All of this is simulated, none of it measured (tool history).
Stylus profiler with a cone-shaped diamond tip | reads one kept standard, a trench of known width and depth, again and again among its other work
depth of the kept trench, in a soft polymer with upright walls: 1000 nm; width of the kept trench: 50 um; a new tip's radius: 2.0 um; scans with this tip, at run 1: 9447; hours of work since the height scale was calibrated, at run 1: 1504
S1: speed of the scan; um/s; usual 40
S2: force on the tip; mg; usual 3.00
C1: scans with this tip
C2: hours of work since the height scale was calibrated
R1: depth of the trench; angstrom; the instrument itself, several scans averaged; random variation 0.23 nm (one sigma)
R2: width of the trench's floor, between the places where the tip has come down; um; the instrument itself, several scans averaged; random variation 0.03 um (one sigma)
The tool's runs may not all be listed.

| run | day | S1 | S2 | C1 | C2 | R1 | R2 |
|---|---|---|---|---|---|---|---|
| 1 | 0.000 | 40 | 3.00 | 9447 | 1504 | 10117.4 | 46.34 |
| 2 | 1.979 | 40 | 3.00 | 9607 | 1530 | 10110.6 | 46.33 |
| 3 | 3.575 | 40 | 3.00 | 9737 | 1550 | 10118.7 | 46.39 |
| 4 | 6.729 | 40 | 3.00 | 9993 | 1591 | 10113.4 | 46.42 |
| 5 | 9.233 | 40 | 3.00 | 10196 | 1623 | 10122.0 | 46.32 |
|  | 9.600 | height scale calibrated on a step standard |
| 6 | 11.521 | 40 | 3.00 | 10380 | 25 | 10113.6 | 46.36 |
| 7 | 14.400 | 40 | 3.10 | 10614 | 62 | 10120.2 | 46.38 |
| 8 | 17.404 | 40 | 3.10 | 10858 | 101 | 10119.8 | 46.42 |
| 9 | 19.538 | 40 | 3.10 | 11031 | 128 | 10119.7 | 46.37 |
| 10 | 22.008 | 40 | 3.10 | 11232 | 160 | 10117.5 | 46.38 |
| 11 | 25.279 | 40 | 1.12 | 11497 | 203 | 10065.0 | 46.27 |
| 12 | 27.300 | 40 | 1.12 | 11661 | 229 | 10060.5 | 46.32 |
| 13 | 28.983 | 33 | 3.00 | 11798 | 250 | 10117.3 | 46.36 |
| 14 | 30.971 | 40 | 1.25 | 11959 | 276 | 10065.0 | 46.27 |
| 15 | 33.250 | 40 | 1.25 | 12144 | 306 | 10064.9 | 46.31 |
| 16 | 34.838 | 40 | 1.25 | 12273 | 326 | 10065.3 | 46.32 |
| 17 | 38.142 | 40 | 1.25 | 12541 | 369 | 10065.8 | 46.27 |
| 18 | 40.800 | 40 | 1.25 | 12757 | 403 | 10066.1 | 46.28 |
|  | 41.771 | new tip fitted, height scale calibrated |
| 19 | 43.792 | 24 | 1.25 | 164 | 26 | 10065.1 | 46.38 |
| 20 | 46.725 | 24 | 1.25 | 402 | 64 | 10060.5 | 46.39 |
| 21 | 49.754 | 40 | 3.00 | 648 | 103 | 10115.4 | 46.39 |
| 22 | 51.512 | 40 | 3.00 | 791 | 126 | 10117.6 | 46.43 |
| 23 | 53.683 | 40 | 3.00 | 967 | 154 | 10120.8 | 46.36 |
| 24 | 57.004 | 97 | 2.07 | 1236 | 197 | 10091.4 | 46.12 |
| 25 | 59.788 | 105 | 8.37 | 1462 | 233 | 10232.3 | 46.29 |
| 26 | 61.271 | 47 | 1.65 | 1583 | 252 | 10081.6 | 46.27 |
| 27 | 63.121 | 54 | 5.39 | 1733 | 276 | 10170.3 | 46.36 |
| 28 | 65.483 | 54 | 5.39 | 1925 | 306 | 10171.2 | 46.34 |
| 29 | 68.767 | 79 | 2.55 | 2191 | 349 | 10106.5 | 46.24 |
| 30 | 71.075 | 79 | 2.55 | 2378 | 379 | 10105.2 | 46.20 |
| 31 | 74.121 | 18 | 6.56 | 2626 | 418 | 10189.6 | 46.46 |
| 32 | 76.992 | 18 | 6.89 | 2859 | 455 | 10200.8 | 46.47 |
| 33 | 79.583 | 151 | 3.00 | 3069 | 489 | 10116.6 | 45.89 |
| 34 | 82.275 | 33 | 2.48 | 3288 | 523 | 10102.8 | 46.38 |
| 35 | 85.129 | 92 | 4.16 | 3519 | 560 | 10140.2 | 46.27 |
| 36 | 88.283 | 92 | 4.16 | 3775 | 601 | 10143.4 | 46.26 |
| 37 | 90.996 | 40 | 1.31 | 3996 | 636 | 10068.5 | 46.34 |
| 38 | 93.838 | 40 | 1.31 | 4226 | 673 | 10064.4 | 46.33 |
| 39 | 96.054 | 26 | 1.83 | 4406 | 702 | 10079.5 | 46.40 |
| 40 | 98.517 | 55 | 2.73 | 4606 | 733 | 10110.8 | 46.30 |
| 41 | 100.942 | 55 | 2.73 | 4803 | 765 | 10108.8 | 46.36 |
| 42 | 102.788 | 18 | 1.50 | 4952 | 789 | 10069.4 | 46.38 |
| 43 | 104.525 | 18 | 1.50 | 5094 | 811 | 10073.1 | 46.45 |
| 44 | 107.729 | 18 | 1.50 | 5354 | 852 | 10068.0 | 46.35 |
| 45 | 110.650 | 18 | 1.50 | 5591 | 890 | 10070.1 | 46.41 |
| 46 | 113.275 | 96 | 1.42 | 5804 | 924 | 10073.4 | 46.00 |

How the hidden state differs across the entries between the runs, from the last listed run before each to the first after it:
Between runs 5 and 6: height scale calibrated on a step standard (day 9.600)
  height scale over the true one, %: -0.001 -> 0
Between runs 18 and 19: new tip fitted, height scale calibrated (day 41.771)
  radius of the tip, um: 2.01 -> 2; height scale over the true one, %: -0.001 -> 0
